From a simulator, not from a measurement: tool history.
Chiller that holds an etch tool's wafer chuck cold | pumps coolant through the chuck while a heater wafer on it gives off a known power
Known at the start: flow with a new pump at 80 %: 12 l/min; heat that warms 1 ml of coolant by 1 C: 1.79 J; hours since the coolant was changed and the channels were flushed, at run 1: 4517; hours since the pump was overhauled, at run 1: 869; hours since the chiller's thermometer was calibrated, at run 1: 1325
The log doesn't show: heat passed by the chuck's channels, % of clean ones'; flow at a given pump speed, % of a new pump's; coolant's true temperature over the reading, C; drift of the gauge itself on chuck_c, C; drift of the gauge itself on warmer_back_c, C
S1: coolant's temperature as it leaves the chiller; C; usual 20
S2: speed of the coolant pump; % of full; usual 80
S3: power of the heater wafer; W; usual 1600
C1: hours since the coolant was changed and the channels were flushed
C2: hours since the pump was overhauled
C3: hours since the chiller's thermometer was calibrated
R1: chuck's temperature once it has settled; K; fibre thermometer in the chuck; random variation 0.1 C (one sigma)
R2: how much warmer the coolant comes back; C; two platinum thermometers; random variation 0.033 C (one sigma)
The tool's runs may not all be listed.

run   hour  S1  S2    S3    C1    C2    C3      R1    R2
  1    0.0  20  80  1600  4517   869  1325  308.55  4.56
  2   13.4  20  80  1600  4530   882  1338  308.55  4.51
  3   34.1  20  80  1600  4551   903  1359  308.65  4.52
  4   62.2  20  80  1600  4579   931  1387  308.55  4.50
  5   86.0  20  80  1600  4603   955  1411  308.65  4.57
  6  114.0  20  80  1600  4631   983  1439  308.85  4.49
  7  131.5  20  80  1600  4649  1000  1456  308.65  4.49
  8  155.7  20  80  1600  4673  1024  1480  308.75  4.51
  9  169.2  20  80  1600  4686  1038  1494  308.75  4.58
 10  183.6  20  80   979  4701  1052  1508  302.55  2.74
 11  208.8  20  81  1600  4726  1077  1534  308.65  4.48
 12  226.9  20  81  1600  4744  1096  1552  308.65  4.48
 13  244.7  20  80   860  4762  1113  1569  301.25  2.41
 14  269.7  20  69   966  4787  1138  1594  303.35  3.16
 15  287.4  20  69   966  4804  1156  1612  303.45  3.23
 16  307.6  20  69   966  4825  1176  1632  303.45  3.18

The next listed run, before its measurement:
 17  328.1  10  68  1600  4845  1197  1653   ?   ?

R1: 300.55 K
R2: 5.41 C
Without the tool's hidden state the same run would have given R1 299.35 K, R2 5.35 C.

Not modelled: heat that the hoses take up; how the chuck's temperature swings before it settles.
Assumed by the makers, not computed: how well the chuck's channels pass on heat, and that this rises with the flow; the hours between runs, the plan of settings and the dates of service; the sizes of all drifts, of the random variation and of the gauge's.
